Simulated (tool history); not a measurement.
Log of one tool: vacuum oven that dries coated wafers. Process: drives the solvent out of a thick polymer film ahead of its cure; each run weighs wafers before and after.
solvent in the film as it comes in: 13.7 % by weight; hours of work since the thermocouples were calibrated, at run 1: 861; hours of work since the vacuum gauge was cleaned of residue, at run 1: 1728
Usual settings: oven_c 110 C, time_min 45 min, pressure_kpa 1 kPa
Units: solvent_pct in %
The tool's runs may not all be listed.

run,day,oven_c,time_min,pressure_kpa,hours of work since the thermocouples were calibrated,hours of work since the vacuum gauge was cleaned of residue,solvent_pct
1,0.000,110,45,1,861,1728,1.37
2,3.371,110,45,1,898,1765,1.39
# day 4.654: vacuum gauge cleaned of residue and calibrated
3,5.271,110,45,1,918,7,1.23
4,7.767,110,45,1,946,34,1.22
5,11.092,110,45,1,982,70,1.22
6,14.371,95,45,1,1018,106,3.08
7,17.183,110,26,1,1049,137,2.46

The next listed run, before its measurement:
8,20.088,107,56,1,1080,169,?

Run 8 gave solvent_pct 1.19 %.
Without the tool's hidden state the same run would have given solvent_pct 1.06 %.

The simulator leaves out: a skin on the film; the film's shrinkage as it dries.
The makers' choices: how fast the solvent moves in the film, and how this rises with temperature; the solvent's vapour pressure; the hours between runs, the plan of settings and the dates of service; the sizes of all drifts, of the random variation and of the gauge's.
